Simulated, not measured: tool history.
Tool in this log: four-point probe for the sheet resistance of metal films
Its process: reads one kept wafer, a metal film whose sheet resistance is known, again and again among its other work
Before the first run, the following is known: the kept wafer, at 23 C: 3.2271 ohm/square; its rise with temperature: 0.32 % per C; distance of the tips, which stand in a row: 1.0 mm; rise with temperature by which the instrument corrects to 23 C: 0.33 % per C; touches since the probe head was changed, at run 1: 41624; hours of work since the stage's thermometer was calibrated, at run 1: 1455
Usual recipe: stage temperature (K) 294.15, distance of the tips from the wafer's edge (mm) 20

run	hour	stage temperature (K)	distance of the tips from the wafer's edge (mm)	touches since the probe head was changed	hours of work since the stage's thermometer was calibrated	sheet resistance as the instrument gives it (ohm/square)
1	0.0	294.15	20	41624	1455	3.221309
2	20.5	294.15	20	42407	1465	3.222462
3	54.3	294.15	20	43694	1482	3.221850
4	70.9	291.15	20	44329	1490	3.222865
5	89.6	291.15	20	45041	1499	3.223506
6	120.2	294.15	5	46207	1514	3.285354
7	139.1	294.15	5	46929	1524	3.286270
8	178.2	292.15	20	48420	1543	3.221883
9	215.2	292.15	20	49831	1562	3.223654
10	241.0	292.15	20	50815	1574	3.223365
11	257.9	294.15	20	51459	1583	3.222352
12	274.7	294.15	20	52099	1591	3.223158
13	305.6	294.15	20	53279	1606	3.222592
14	323.2	293.15	20	53950	1615	3.223643
15	359.9	294.15	14	55348	1633	3.228697
16	395.0	294.15	14	56690	1651	3.227908
17	426.5	292.15	20	57891	1667	3.224363
18	457.8	294.15	53	59084	1682	3.219369
19	494.8	294.15	53	60496	1700	3.219649
20	528.6	294.15	47	61784	1717	3.220313
21	548.2	294.15	47	62532	1727	3.221255
22	574.3	294.15	47	63525	1740	3.221989
23	611.4	294.15	47	64942	1758	3.221099
24	650.1	294.15	3	66419	1778	3.402162
25	683.4	294.15	3	67690	1794	3.402988
26	723.3	295.15	49	69211	1814	3.220839
27	763.6	294.15	10	70748	1834	3.239247
28	784.4	294.15	10	71539	1844	3.238254
29	819.1	304.15	47	72865	1862	3.220419
30	857.9	292.15	5	74344	1881	3.289282
31	881.6	292.15	18	75247	1893	3.228943
32	912.5	292.15	41	76425	1908	3.223842
33	948.3	292.15	41	77790	1926	3.224520
34	987.8	303.15	12	79296	1946	3.233114
35	1006.7	303.15	12	80018	1955	3.232725
36	1031.5	306.15	12	80963	1967	3.231517
37	1058.9	292.15	13	82010	1981	3.233304
38	1079.8	291.15	34	82805	1991	3.226205
39	1114.7	293.15	34	84137	2009	3.224707
40	1153.2	293.15	69	85606	2028	3.224113
41	1176.6	295.15	27	86500	2039	3.225725
42	1216.9	295.15	30	88036	2059	3.224813
43	1249.7	295.15	30	89285	2076	3.225588
44	1280.8	305.15	20	90472	2091	3.225340

Measured minus without-hidden-state, run by run (identical run-to-run variation in each term; gauge scatter may differ):
Hidden state at play: inner tips' distance over the nominal, %; tips' flats over new ones', %; wafer's true temperature over the reading, C; drift of the gauge itself on sheet_ohm, %.
run	sheet resistance as the instrument gives it (ohm/square)
1	-0.010486
2	-0.010365
3	-0.010178
4	-0.010128
5	-0.010025
6	-0.009987
7	-0.009896
8	-0.009529
9	-0.009333
10	-0.009196
11	-0.009082
12	-0.009002
13	-0.008850
14	-0.008772
15	-0.008557
16	-0.008351
17	-0.008206
18	-0.007993
19	-0.007792
20	-0.007600
21	-0.007490
22	-0.007351
23	-0.007154
24	-0.007323
25	-0.007147
26	-0.006541
27	-0.006386
28	-0.006279
29	-0.005907
30	-0.006000
31	-0.005761
32	-0.005588
33	-0.005389
34	-0.005026
35	-0.004941
36	-0.004761
37	-0.004849
38	-0.004751
39	-0.004527
40	-0.004324
41	-0.004183
42	-0.003935
43	-0.003772
44	-0.003423

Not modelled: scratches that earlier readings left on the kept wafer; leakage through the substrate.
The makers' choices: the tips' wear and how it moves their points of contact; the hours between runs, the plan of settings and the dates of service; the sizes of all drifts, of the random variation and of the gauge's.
